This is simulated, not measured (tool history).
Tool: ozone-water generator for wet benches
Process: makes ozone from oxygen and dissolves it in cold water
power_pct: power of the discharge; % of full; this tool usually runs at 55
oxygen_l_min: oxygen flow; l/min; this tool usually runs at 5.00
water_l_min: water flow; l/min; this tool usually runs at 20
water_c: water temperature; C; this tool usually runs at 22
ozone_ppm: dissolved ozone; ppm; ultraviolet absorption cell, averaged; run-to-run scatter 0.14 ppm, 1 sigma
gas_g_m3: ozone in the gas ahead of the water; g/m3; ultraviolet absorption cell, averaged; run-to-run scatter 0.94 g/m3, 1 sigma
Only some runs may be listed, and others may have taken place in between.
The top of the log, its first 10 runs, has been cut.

| run | hour | power_pct | oxygen_l_min | water_l_min | water_c | hours of work since the electrodes were changed | hours of work since the contactor was cleaned | hours of work since the thermometer was calibrated | ozone_ppm | gas_g_m3 |
|---|---|---|---|---|---|---|---|---|---|---|
| 11 | 399.9 | 41 | 3.17 | 20 | 22 | 2121 | 751 | 1374 | 12.9 | 165.8 |
| 12 | 457.6 | 41 | 3.17 | 20 | 22 | 2167 | 798 | 1421 | 12.5 | 166.1 |
|  | 463.1 | water thermometer calibrated |
| 13 | 496.9 | 41 | 3.17 | 20 | 22 | 2199 | 829 | 27 | 12.5 | 166.2 |
| 14 | 525.3 | 41 | 3.17 | 20 | 22 | 2222 | 852 | 50 | 12.5 | 165.1 |
|  | 580.5 | water thermometer calibrated, once more |
| 15 | 583.1 | 41 | 3.17 | 20 | 22 | 2268 | 899 | 2 | 12.9 | 165.7 |
| 16 | 627.2 | 41 | 3.17 | 20 | 22 | 2304 | 935 | 38 | 12.7 | 166.8 |
| 17 | 684.4 | 55 | 5.00 | 27 | 22 | 2350 | 981 | 84 | 11.5 | 154.1 |
| 18 | 731.1 | 55 | 5.00 | 27 | 22 | 2388 | 1019 | 122 | 11.7 | 155.6 |
| 19 | 770.8 | 55 | 5.00 | 27 | 22 | 2420 | 1051 | 154 | 11.6 | 155.3 |
| 20 | 798.6 | 55 | 5.00 | 27 | 22 | 2443 | 1074 | 177 | 11.6 | 156.9 |
| 21 | 855.1 | 55 | 3.17 | 21 | 22 | 2489 | 1119 | 223 | 15.2 | 210.8 |
| 22 | 879.8 | 46 | 7.58 | 20 | 22 | 2509 | 1139 | 243 | 11.9 | 101.8 |
| 23 | 938.3 | 81 | 7.20 | 20 | 22 | 2556 | 1187 | 290 | 19.2 | 166.1 |
| 24 | 986.5 | 81 | 7.20 | 20 | 22 | 2595 | 1226 | 329 | 19.3 | 165.1 |
| 25 | 1012.3 | 81 | 7.20 | 20 | 22 | 2616 | 1247 | 350 | 19.6 | 164.3 |
| 26 | 1043.6 | 85 | 7.89 | 20 | 22 | 2642 | 1272 | 375 | 19.3 | 161.9 |
| 27 | 1079.3 | 85 | 7.89 | 20 | 22 | 2671 | 1301 | 405 | 19.7 | 160.8 |
| 28 | 1121.7 | 42 | 5.00 | 29 | 23 | 2705 | 1336 | 439 | 8.4 | 124.5 |
| 29 | 1173.3 | 43 | 5.00 | 29 | 23 | 2747 | 1377 | 481 | 8.7 | 126.5 |
| 30 | 1198.6 | 45 | 5.76 | 15 | 22 | 2767 | 1398 | 501 | 15.4 | 119.1 |
| 31 | 1229.8 | 82 | 5.00 | 15 | 22 | 2793 | 1423 | 527 | 26.1 | 212.0 |
| 32 | 1262.2 | 82 | 5.00 | 15 | 22 | 2819 | 1450 | 553 | 26.1 | 213.8 |
| 33 | 1310.6 | 82 | 5.00 | 22 | 22 | 2858 | 1489 | 592 | 19.0 | 214.0 |
| 34 | 1339.6 | 60 | 5.00 | 22 | 22 | 2882 | 1512 | 616 | 14.8 | 163.4 |

Consider 3 possible next runs. They are alternatives, not a sequence: every one starts from the tool as it was left by run 34. What does each give?
| A | 1378.2 | 65 | 5.00 | 15 | 22 | 2913 | 1544 | 647 | ? | ? |
| B | 1378.2 | 76 | 5.10 | 20 | 22 | 2913 | 1544 | 647 | ? | ? |
| C | 1378.2 | 44 | 5.00 | 14 | 25 | 2913 | 1544 | 647 | ? | ? |

| run | ozone_ppm | gas_g_m3 |
|---|---|---|
| A | 21.4 | 175.6 |
| B | 19.6 | 197.9 |
| C | 15.6 | 129.0 |
Without the tool's unlogged condition, the same runs would have read:
| run | ozone_ppm | gas_g_m3 |
|---|---|---|
| A | 22.8 | 183.0 |
| B | 21.0 | 207.4 |
| C | 16.3 | 132.5 |

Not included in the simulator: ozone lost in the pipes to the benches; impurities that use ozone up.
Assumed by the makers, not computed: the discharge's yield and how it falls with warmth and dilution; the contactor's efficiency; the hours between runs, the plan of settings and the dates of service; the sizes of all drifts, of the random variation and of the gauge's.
